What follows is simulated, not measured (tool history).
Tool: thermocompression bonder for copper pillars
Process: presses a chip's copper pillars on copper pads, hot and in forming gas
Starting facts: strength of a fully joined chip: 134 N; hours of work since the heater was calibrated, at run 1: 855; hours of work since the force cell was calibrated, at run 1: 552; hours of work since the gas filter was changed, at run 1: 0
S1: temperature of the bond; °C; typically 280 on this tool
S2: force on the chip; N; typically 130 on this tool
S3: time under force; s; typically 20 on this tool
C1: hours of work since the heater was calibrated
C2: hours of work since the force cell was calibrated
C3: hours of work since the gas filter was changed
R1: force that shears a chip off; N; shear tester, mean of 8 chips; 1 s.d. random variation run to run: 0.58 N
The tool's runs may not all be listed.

{"run": 1, "hour": 0.0, "S1": 280, "S2": 130, "S3": 20, "C1": 855, "C2": 552, "C3": 0, "R1": 52.6}
{"run": 2, "hour": 10.2, "S1": 286, "S2": 130, "S3": 20, "C1": 863, "C2": 560, "C3": 8, "R1": 57.4}
{"run": 3, "hour": 27.4, "S1": 280, "S2": 130, "S3": 20, "C1": 876, "C2": 573, "C3": 20, "R1": 52.4}
{"run": 4, "hour": 45.3, "S1": 280, "S2": 130, "S3": 20, "C1": 889, "C2": 586, "C3": 34, "R1": 52.2}
{"run": 5, "hour": 64.0, "S1": 280, "S2": 130, "S3": 20, "C1": 903, "C2": 600, "C3": 48, "R1": 52.6}
{"run": 6, "hour": 78.0, "S1": 280, "S2": 130, "S3": 20, "C1": 913, "C2": 610, "C3": 58, "R1": 54.0}
{"run": 7, "hour": 89.1, "S1": 280, "S2": 130, "S3": 20, "C1": 922, "C2": 619, "C3": 66, "R1": 52.9}
{"run": 8, "hour": 98.7, "S1": 280, "S2": 130, "S3": 20, "C1": 929, "C2": 626, "C3": 73, "R1": 53.0}
{"run": 9, "hour": 115.8, "S1": 280, "S2": 87, "S3": 20, "C1": 941, "C2": 638, "C3": 86, "R1": 36.7}
{"run": 10, "hour": 132.1, "S1": 280, "S2": 87, "S3": 20, "C1": 954, "C2": 651, "C3": 98, "R1": 36.6}
{"run": 11, "hour": 149.4, "S1": 277, "S2": 87, "S3": 20, "C1": 966, "C2": 663, "C3": 111, "R1": 34.2}
{"run": 12, "hour": 163.2, "S1": 280, "S2": 96, "S3": 20, "C1": 977, "C2": 674, "C3": 121, "R1": 40.6}
{"run": 13, "hour": 175.2, "S1": 280, "S2": 125, "S3": 20, "C1": 986, "C2": 683, "C3": 130, "R1": 50.8}
{"run": 14, "hour": 190.0, "S1": 280, "S2": 130, "S3": 48, "C1": 997, "C2": 694, "C3": 141, "R1": 71.4}
{"run": 15, "hour": 207.9, "S1": 280, "S2": 130, "S3": 20, "C1": 1010, "C2": 707, "C3": 154, "R1": 51.7}
{"run": 16, "hour": 231.2, "S1": 280, "S2": 130, "S3": 20, "C1": 1027, "C2": 724, "C3": 172, "R1": 51.7}
{"run": 17, "hour": 252.0, "S1": 280, "S2": 130, "S3": 20, "C1": 1043, "C2": 740, "C3": 187, "R1": 52.3}
{"run": 18, "hour": 264.8, "S1": 280, "S2": 130, "S3": 20, "C1": 1052, "C2": 749, "C3": 197, "R1": 51.4}
{"run": 19, "hour": 282.0, "S1": 280, "S2": 130, "S3": 20, "C1": 1065, "C2": 762, "C3": 210, "R1": 51.4}
{"run": 20, "hour": 299.3, "S1": 280, "S2": 130, "S3": 20, "C1": 1078, "C2": 775, "C3": 222, "R1": 51.1}
{"run": 21, "hour": 317.8, "S1": 280, "S2": 130, "S3": 20, "C1": 1091, "C2": 788, "C3": 236, "R1": 51.3}
{"run": 22, "hour": 339.0, "S1": 276, "S2": 109, "S3": 11, "C1": 1107, "C2": 804, "C3": 252, "R1": 32.9}
{"hour": 343.1, "done": "heater calibrated with a thermocouple chip"}
{"run": 23, "hour": 350.7, "S1": 276, "S2": 114, "S3": 25, "C1": 6, "C2": 811, "C3": 259, "R1": 48.7}
{"run": 24, "hour": 370.9, "S1": 269, "S2": 104, "S3": 14, "C1": 21, "C2": 826, "C3": 274, "R1": 31.8}
{"run": 25, "hour": 384.4, "S1": 269, "S2": 104, "S3": 14, "C1": 31, "C2": 836, "C3": 284, "R1": 31.9}
{"run": 26, "hour": 403.1, "S1": 269, "S2": 100, "S3": 14, "C1": 45, "C2": 850, "C3": 298, "R1": 31.1}
{"run": 27, "hour": 425.0, "S1": 269, "S2": 100, "S3": 14, "C1": 61, "C2": 867, "C3": 314, "R1": 30.7}
{"run": 28, "hour": 446.3, "S1": 309, "S2": 99, "S3": 19, "C1": 77, "C2": 882, "C3": 330, "R1": 55.7}
{"run": 29, "hour": 457.6, "S1": 295, "S2": 95, "S3": 27, "C1": 85, "C2": 891, "C3": 338, "R1": 53.3}
{"hour": 472.3, "done": "heater calibrated with a thermocouple chip, once more"}
{"run": 30, "hour": 472.9, "S1": 295, "S2": 95, "S3": 27, "C1": 0, "C2": 901, "C3": 348, "R1": 46.6}
{"run": 31, "hour": 494.9, "S1": 295, "S2": 95, "S3": 27, "C1": 17, "C2": 917, "C3": 365, "R1": 45.6}
{"run": 32, "hour": 508.1, "S1": 295, "S2": 95, "S3": 27, "C1": 27, "C2": 927, "C3": 374, "R1": 46.4}
{"run": 33, "hour": 528.0, "S1": 301, "S2": 110, "S3": 27, "C1": 41, "C2": 941, "C3": 389, "R1": 55.8}
{"run": 34, "hour": 549.8, "S1": 290, "S2": 88, "S3": 43, "C1": 58, "C2": 958, "C3": 405, "R1": 49.3}
{"run": 35, "hour": 564.7, "S1": 290, "S2": 88, "S3": 43, "C1": 69, "C2": 969, "C3": 416, "R1": 47.8}
{"run": 36, "hour": 576.6, "S1": 290, "S2": 88, "S3": 43, "C1": 77, "C2": 978, "C3": 425, "R1": 47.9}
{"run": 37, "hour": 586.1, "S1": 280, "S2": 130, "S3": 10, "C1": 84, "C2": 985, "C3": 432, "R1": 33.6}
{"run": 38, "hour": 606.8, "S1": 295, "S2": 122, "S3": 20, "C1": 100, "C2": 1000, "C3": 448, "R1": 49.6}
{"hour": 618.7, "done": "forming gas filter changed"}
{"run": 39, "hour": 625.8, "S1": 278, "S2": 105, "S3": 22, "C1": 114, "C2": 1014, "C3": 5, "R1": 40.4}

Alternative continuations, all from the tool just after run 39; predict every row:
{"run": "A", "hour": 648.1, "S1": 289, "S2": 110, "S3": 53, "C1": 130, "C2": 1030, "C3": 22, "R1": "?"}
{"run": "B", "hour": 648.1, "S1": 278, "S2": 131, "S3": 22, "C1": 130, "C2": 1030, "C3": 22, "R1": "?"}
{"run": "C", "hour": 648.1, "S1": 286, "S2": 168, "S3": 20, "C1": 130, "C2": 1030, "C3": 22, "R1": "?"}
{"run": "D", "hour": 648.1, "S1": 278, "S2": 105, "S3": 53, "C1": 130, "C2": 1030, "C3": 22, "R1": "?"}

run=A R1=66.5
run=B R1=49.3
run=C R1=65.1
run=D R1=57.8
Had the tool no hidden state, the same runs would have come out as:
run=A R1=67.2
run=B R1=49.8
run=C R1=65.7
run=D R1=58.4
